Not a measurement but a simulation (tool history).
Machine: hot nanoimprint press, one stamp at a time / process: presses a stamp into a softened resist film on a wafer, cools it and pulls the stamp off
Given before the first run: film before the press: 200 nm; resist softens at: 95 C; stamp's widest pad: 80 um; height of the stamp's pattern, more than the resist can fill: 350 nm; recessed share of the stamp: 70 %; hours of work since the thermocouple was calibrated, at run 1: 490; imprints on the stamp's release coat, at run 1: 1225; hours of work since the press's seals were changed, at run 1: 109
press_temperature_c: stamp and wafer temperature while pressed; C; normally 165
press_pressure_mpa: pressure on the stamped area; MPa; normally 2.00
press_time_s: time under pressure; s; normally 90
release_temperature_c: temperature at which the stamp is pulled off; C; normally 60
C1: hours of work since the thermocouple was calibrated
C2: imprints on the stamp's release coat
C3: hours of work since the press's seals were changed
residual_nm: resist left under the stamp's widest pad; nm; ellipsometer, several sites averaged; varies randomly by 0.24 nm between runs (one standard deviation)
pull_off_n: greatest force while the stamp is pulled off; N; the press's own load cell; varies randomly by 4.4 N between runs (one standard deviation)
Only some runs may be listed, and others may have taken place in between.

Run 1, hour 0.0: usual settings; C1 490; C2 1225; C3 109. Result: residual_nm 76.2 nm, pull_off_n 335 N.
Run 2, hour 5.2: usual settings; C1 493; C2 1233; C3 111. Result: residual_nm 76.2 nm, pull_off_n 326 N.
Run 3, hour 11.0: usual settings but press_pressure_mpa 1.32 MPa; C1 495; C2 1242; C3 114. Result: residual_nm 94.8 nm, pull_off_n 335 N.
Run 4, hour 15.7: usual settings but press_pressure_mpa 1.32 MPa; C1 497; C2 1250; C3 116. Result: residual_nm 95.2 nm, pull_off_n 345 N.
Run 5, hour 25.1: usual settings; C1 502; C2 1265; C3 120. Result: residual_nm 76.0 nm, pull_off_n 339 N.
Run 6, hour 30.8: usual settings; C1 504; C2 1274; C3 122. Result: residual_nm 76.1 nm, pull_off_n 327 N.
Run 7, hour 36.3: usual settings but press_time_s 113 s; C1 507; C2 1282; C3 125. Result: residual_nm 70.3 nm, pull_off_n 341 N.
At hour 44.0: plate thermocouple calibrated.
Run 8, hour 49.3: usual settings but press_time_s 113 s; C1 2; C2 1298; C3 129. Result: residual_nm 67.8 nm, pull_off_n 329 N.
Run 9, hour 55.6: usual settings but press_time_s 113 s; C1 5; C2 1308; C3 132. Result: residual_nm 67.6 nm, pull_off_n 338 N.
Run 10, hour 62.6: usual settings but press_pressure_mpa 1.40 MPa; C1 8; C2 1319; C3 135. Result: residual_nm 89.1 nm, pull_off_n 325 N.
Run 11, hour 70.5: usual settings but press_pressure_mpa 1.40 MPa; C1 12; C2 1331; C3 139. Result: residual_nm 88.7 nm, pull_off_n 328 N.
Run 12, hour 75.8: usual settings but release_temperature_c 64 C; C1 14; C2 1340; C3 141. Result: residual_nm 73.5 nm, pull_off_n 306 N.
Run 13, hour 84.6: usual settings but release_temperature_c 46 C; C1 18; C2 1354; C3 145. Result: residual_nm 73.6 nm, pull_off_n 459 N.
Run 14, hour 94.5: usual settings but release_temperature_c 46 C; C1 22; C2 1369; C3 149. Result: residual_nm 73.8 nm, pull_off_n 447 N.
Run 15, hour 102.3: usual settings but press_temperature_c 163 C; C1 26; C2 1382; C3 153. Result: residual_nm 78.3 nm, pull_off_n 353 N.
Run 16, hour 112.3: usual settings but press_temperature_c 153 C; C1 30; C2 1397; C3 157. Result: residual_nm 106.7 nm, pull_off_n 352 N.
Run 17, hour 120.2: usual settings but press_temperature_c 171 C, press_time_s 67 s, release_temperature_c 65 C; C1 34; C2 1410; C3 161. Result: residual_nm 69.1 nm, pull_off_n 290 N.
Run 18, hour 130.1: usual settings but press_temperature_c 171 C, press_time_s 67 s, release_temperature_c 65 C; C1 38; C2 1426; C3 165. Result: residual_nm 69.3 nm, pull_off_n 305 N.
Run 19, hour 139.9: usual settings but press_temperature_c 171 C, press_time_s 67 s, release_temperature_c 53 C; C1 43; C2 1441; C3 169. Result: residual_nm 69.1 nm, pull_off_n 399 N.
Run 20, hour 145.8: usual settings but press_pressure_mpa 2.20 MPa, press_time_s 161 s, release_temperature_c 52 C; C1 45; C2 1450; C3 172. Result: residual_nm 56.1 nm, pull_off_n 424 N.
Run 21, hour 150.5: usual settings but press_pressure_mpa 2.20 MPa, press_time_s 161 s, release_temperature_c 52 C; C1 47; C2 1458; C3 174. Result: residual_nm 56.3 nm, pull_off_n 408 N.
Run 22, hour 157.2: usual settings but press_temperature_c 158 C, press_pressure_mpa 1.30 MPa, press_time_s 71 s, release_temperature_c 61 C; C1 50; C2 1468; C3 177. Result: residual_nm 121.0 nm, pull_off_n 349 N.
Run 23, hour 166.2: usual settings but press_temperature_c 158 C, press_pressure_mpa 1.30 MPa, press_time_s 71 s, release_temperature_c 61 C; C1 54; C2 1483; C3 181. Result: residual_nm 121.7 nm, pull_off_n 333 N.
Run 24, hour 175.8: usual settings but press_temperature_c 176 C, press_pressure_mpa 1.30 MPa, press_time_s 71 s, release_temperature_c 55 C; C1 58; C2 1498; C3 185. Result: residual_nm 74.9 nm, pull_off_n 390 N.
Run 25, hour 183.8: usual settings but press_temperature_c 176 C, press_pressure_mpa 2.01 MPa, press_time_s 56 s, release_temperature_c 48 C; C1 62; C2 1510; C3 189. Result: residual_nm 64.7 nm, pull_off_n 459 N.
Run 26, hour 190.5: usual settings but press_temperature_c 159 C, press_time_s 169 s, release_temperature_c 51 C; C1 65; C2 1521; C3 192. Result: residual_nm 70.9 nm, pull_off_n 434 N.
Run 27, hour 195.7: usual settings but press_temperature_c 159 C, press_pressure_mpa 2.17 MPa, press_time_s 47 s, release_temperature_c 65 C; C1 67; C2 1529; C3 194. Result: residual_nm 106.2 nm, pull_off_n 317 N.
Run 28, hour 205.1: usual settings but release_temperature_c 48 C; C1 71; C2 1544; C3 198. Result: residual_nm 74.0 nm, pull_off_n 479 N.
Run 29, hour 213.0: usual settings but release_temperature_c 48 C; C1 75; C2 1556; C3 202. Result: residual_nm 73.9 nm, pull_off_n 459 N.
Run 30, hour 223.3: usual settings but press_pressure_mpa 2.40 MPa, press_time_s 122 s, release_temperature_c 49 C; C1 79; C2 1573; C3 206. Result: residual_nm 59.9 nm, pull_off_n 454 N.

Had the tool no unlogged condition, and each run kept its random variation, what would the results have been?
Hidden state at play: true temperature over the reading, C; pressure that arrives at the usual setting, %; grip of the stamp's worn release coat, % over a new coat's; drift of the gauge itself on residual_nm, %; drift of the gauge itself on pull_off_n, %.
run  residual_nm  pull_off_n
  1         73.6         216
  2         73.6         209
  3         91.9         215
  4         92.2         221
  5         73.2         216
  6         73.4         208
  7         67.7         216
  8         67.8         213
  9         67.5         219
 10         89.2         210
 11         88.8         211
 12         73.4         196
 13         73.4         293
 14         73.7         284
 15         78.2         223
 16        106.5         222
 17         68.9         182
 18         69.0         190
 19         68.9         247
 20         55.8         262
 21         56.0         252
 22        120.8         215
 23        121.5         205
 24         74.7         239
 25         64.3         279
 26         70.5         263
 27        105.6         192
 28         73.5         289
 29         73.4         276
 30         59.4         272
